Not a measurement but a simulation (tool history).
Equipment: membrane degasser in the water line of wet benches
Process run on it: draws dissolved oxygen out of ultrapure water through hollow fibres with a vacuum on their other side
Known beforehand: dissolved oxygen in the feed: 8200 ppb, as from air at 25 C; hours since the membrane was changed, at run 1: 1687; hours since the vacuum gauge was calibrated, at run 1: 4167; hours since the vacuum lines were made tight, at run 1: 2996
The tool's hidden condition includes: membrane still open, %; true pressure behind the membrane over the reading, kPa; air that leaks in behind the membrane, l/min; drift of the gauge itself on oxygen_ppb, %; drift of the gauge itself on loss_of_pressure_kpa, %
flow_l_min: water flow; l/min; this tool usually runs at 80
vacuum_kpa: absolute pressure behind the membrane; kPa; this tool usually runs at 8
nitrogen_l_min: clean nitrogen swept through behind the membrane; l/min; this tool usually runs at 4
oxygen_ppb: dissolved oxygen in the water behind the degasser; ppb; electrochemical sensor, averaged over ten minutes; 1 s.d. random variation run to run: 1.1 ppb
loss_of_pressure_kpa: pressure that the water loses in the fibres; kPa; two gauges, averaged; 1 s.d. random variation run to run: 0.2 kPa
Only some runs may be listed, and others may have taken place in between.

run     day  flow_l_min  vacuum_kpa  nitrogen_l_min  hours since the membrane was changed  hours since the vacuum gauge was calibrated  hours since the vacuum lines were made tight  oxygen_ppb  loss_of_pressure_kpa
  1       0          80           8               4                                  1687                                         4167                                          2996       217.6                 46.06
  2   5.533          80       12.97               4                                  1820                                         4300                                          3129       423.5                 45.56
  3   8.904          80       12.97               4                                  1901                                         4381                                          3210       421.1                 45.91
  4  12.933          80        7.17               4                                  1997                                         4478                                          3307       181.3                 45.87
  5  16.288          80        16.7               4                                  2078                                         4558                                          3387       577.1                 45.76
  6  21.871          99           8               4                                  2212                                         4692                                          3521       266.6                 56.67
  7  26.842          80           8               4                                  2331                                         4811                                          3640         218                 45.57
  8  30.475          75           8               4                                  2418                                         4899                                          3728       203.6                 43.14
  9  34.158          75           8               4                                  2507                                         4987                                          3816       204.1                 42.96
 10  39.321          75           8               4                                  2631                                         5111                                          3940       203.7                  42.8
 11  43.796          75           8               4                                  2738                                         5218                                          4047       204.7                 43.15
 12  48.783          75           8               4                                  2858                                         5338                                          4167       202.5                 42.51
 13  51.262          75           8               4                                  2917                                         5398                                          4226       204.6                 42.76
 14  55.308          80           8            7.84                                  3014                                         5495                                          4324         122                    46
 15  59.075          80           8            3.88                                  3105                                         5585                                          4414       221.7                 46.09
 16  63.342          80           8            3.88                                  3207                                         5687                                          4516       224.2                 45.59
 17  68.142          80           8            3.88                                  3322                                         5803                                          4632       222.8                 45.92
 18  71.479         101           8            5.23                                  3402                                         5883                                          4712       221.6                 57.76
 19  75.292          80         6.8               4                                  3494                                         5974                                          4803       165.7                 45.91
 20  80.954          97           8             3.1                                  3630                                         6110                                          4939       321.1                 55.37
 21  84.775          97           8             3.1                                  3721                                         6202                                          5031       318.8                 55.94
     87.425  -- seals of the vacuum lines changed
 22  87.575          97           8             3.1                                  3787                                         6267                                             4       318.6                 56.03

What will run 23 give?
 23  90.317          97           8             3.1                                  3852                                         6333                                            69           ?                     ?

{"run 23": {"oxygen_ppb": 321.3, "loss_of_pressure_kpa": 55.87}}
With no hidden state in the tool, this same run would have given oxygen_ppb 320.9 ppb, loss_of_pressure_kpa 55.85 kPa.
